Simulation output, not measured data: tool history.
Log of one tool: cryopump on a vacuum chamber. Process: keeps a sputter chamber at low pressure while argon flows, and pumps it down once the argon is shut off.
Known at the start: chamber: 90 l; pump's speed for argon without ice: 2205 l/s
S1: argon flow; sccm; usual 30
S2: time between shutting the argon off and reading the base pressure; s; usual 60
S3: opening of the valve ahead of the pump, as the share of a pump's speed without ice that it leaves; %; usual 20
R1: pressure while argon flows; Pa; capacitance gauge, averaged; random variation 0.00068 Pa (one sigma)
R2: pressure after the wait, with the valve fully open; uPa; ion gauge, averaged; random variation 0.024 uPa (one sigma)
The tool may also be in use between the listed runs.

run,day,S1,S2,S3,R1,R2
1,0,30,60,20,0.1149,0.93
2,3.279,33,60,20,0.1285,1.02
3,5.971,33,60,20,0.1297,1.12
4,10.375,30,60,20,0.1188,1.19
5,14.667,30,60,16,0.1489,1.3
6,17.921,30,60,20,0.1198,1.42
7,20.483,30,60,20,0.121,1.52
8,23.871,30,60,20,0.1232,1.64
9,28.183,30,60,20,0.1236,1.87
10,31.779,30,60,54,0.0509,1.99
11,35.433,30,60,54,0.0531,2.14
12,39.321,30,60,20,0.1263,2.32
# day 40.288: pump warmed up, emptied and cooled again
13,43.088,30,60,20,0.1167,1.93
14,47.654,30,60,20,0.1179,2.12
15,51.792,30,60,20,0.1195,2.28
16,55.129,30,60,20,0.1196,2.41
17,59.217,30,60,20,0.1201,2.48
18,62.788,30,60,20,0.1226,2.78
19,66.512,13,29,30,0.0363,3.79
20,71.492,30,89,25,0.0999,3.07
21,76.079,30,22,23,0.1114,4.74
# day 78.104: leaking fittings of the chamber tightened, without venting
22,78.783,30,207,20,0.1269,0.5
# day 82.575: pump warmed up, emptied and cooled again
23,84.312,51,60,20,0.1998,1.02
24,86.721,32,248,20,0.1245,0.5
25,89.812,32,248,20,0.1265,0.63
26,92.204,53,137,20,0.2118,0.84
27,97.321,53,137,20,0.2111,1.04
28,101.804,30,74,35,0.0709,1.42
29,106.462,23,60,17,0.1108,1.75
30,108.854,16,145,20,0.0643,1.44
31,112.767,16,67,20,0.0662,1.92
32,116.042,16,67,20,0.0676,2.04
33,121.55,12,60,18,0.0554,2.41
# day 124.508: pump warmed up, emptied and cooled again
34,125.483,30,60,23,0.1024,2
35,128.2,30,60,23,0.1019,2.11

Forecast each of these 3 alternatives for the next run:
A,131.879,30,60,32,?,?
B,131.879,30,73,23,?,?
C,131.879,51,65,23,?,?

run,R1,R2
A,0.075,2.22
B,0.1034,2.19
C,0.1777,2.28
Without the tool's hidden state the same runs would have given:
run,R1,R2
A,0.0716,0.86
B,0.1,0.77
C,0.172,0.87

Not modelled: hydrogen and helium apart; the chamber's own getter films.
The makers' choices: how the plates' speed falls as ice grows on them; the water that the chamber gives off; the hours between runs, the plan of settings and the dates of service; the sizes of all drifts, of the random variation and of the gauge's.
